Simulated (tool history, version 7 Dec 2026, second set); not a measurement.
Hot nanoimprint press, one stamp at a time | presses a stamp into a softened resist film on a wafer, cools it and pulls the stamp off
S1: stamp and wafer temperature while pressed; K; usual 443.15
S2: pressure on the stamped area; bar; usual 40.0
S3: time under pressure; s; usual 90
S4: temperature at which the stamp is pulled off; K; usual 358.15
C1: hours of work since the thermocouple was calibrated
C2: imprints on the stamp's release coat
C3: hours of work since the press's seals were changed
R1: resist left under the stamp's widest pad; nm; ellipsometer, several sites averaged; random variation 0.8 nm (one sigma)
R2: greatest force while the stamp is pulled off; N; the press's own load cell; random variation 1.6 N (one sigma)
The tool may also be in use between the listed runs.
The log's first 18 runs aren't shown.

Run 19, hour 978.8: usual settings but S1 433.15 K, S2 26.1 bar, S3 99 s; C1 239; C2 768; C3 669. Result: R1 566.7 nm, R2 159 N.
Run 20, hour 1023.6: usual settings but S1 433.15 K, S2 26.1 bar, S3 99 s; C1 263; C2 862; C3 693. Result: R1 563.9 nm, R2 161 N.
Run 21, hour 1075.3: usual settings but S1 433.15 K, S2 26.1 bar, S3 99 s; C1 291; C2 971; C3 721. Result: R1 564.2 nm, R2 164 N.
Run 22, hour 1135.8: usual settings but S1 452.15 K, S2 59.9 bar; C1 323; C2 1098; C3 753. Result: R1 139.2 nm, R2 170 N.
At hour 1154.0: stamp cleaned and given a new release coat.
Run 23, hour 1191.9: usual settings but S1 452.15 K, S2 59.9 bar; C1 350; C2 79; C3 780. Result: R1 138.3 nm, R2 139 N.
Run 24, hour 1259.1: usual settings but S4 361.15 K; C1 386; C2 220; C3 816. Result: R1 295.8 nm, R2 134 N.
Run 25, hour 1334.6: usual settings but S2 35.0 bar, S3 122 s, S4 349.15 K; C1 426; C2 379; C3 856. Result: R1 276.8 nm, R2 168 N.
Run 26, hour 1381.5: usual settings but S2 35.0 bar, S3 122 s, S4 364.15 K; C1 451; C2 478; C3 882. Result: R1 277.0 nm, R2 135 N.
At hour 1447.1: press's hydraulic seals changed and the load cell set to zero.
Run 27, hour 1447.1: usual settings but S2 35.0 bar, S3 122 s, S4 364.15 K; C1 482; C2 598; C3 0. Result: R1 272.1 nm, R2 133 N.
Run 28, hour 1482.3: usual settings but S1 453.15 K, S2 63.7 bar, S3 108 s, S4 364.15 K; C1 501; C2 672; C3 19. Result: R1 111.3 nm, R2 139 N.
Run 29, hour 1529.4: usual settings but S1 435.15 K, S2 61.4 bar, S3 94 s, S4 343.15 K; C1 526; C2 771; C3 44. Result: R1 396.4 nm, R2 193 N.
At hour 1560.3: plate thermocouple calibrated.
Run 30, hour 1564.9: usual settings but S1 435.15 K, S2 61.4 bar, S3 94 s, S4 343.15 K; C1 2; C2 839; C3 61. Result: R1 424.0 nm, R2 197 N.
Run 31, hour 1621.2: usual settings but S1 435.15 K, S2 61.4 bar, S3 94 s, S4 343.15 K; C1 33; C2 958; C3 92. Result: R1 422.8 nm, R2 205 N.

Forecast each of these 3 alternatives for the next run:
Run A, hour 1664.6: usual settings but S2 39.3 bar; C1 56; C2 1049; C3 115. Result: R1 ?, R2 ?.
Run B, hour 1664.6: usual settings but S1 435.15 K, S2 42.8 bar, S3 94 s, S4 343.15 K; C1 56; C2 1049; C3 115. Result: R1 ?, R2 ?.
Run C, hour 1664.6: usual settings but S1 436.15 K, S2 63.7 bar, S4 359.15 K; C1 56; C2 1049; C3 115. Result: R1 ?, R2 ?.

run     R1   R2
  A  309.0  167
  B  472.3  210
  C  396.3  162
Without the tool's hidden state the same runs would have given:
run     R1   R2
  A  310.5  137
  B  474.2  173
  C  397.6  133
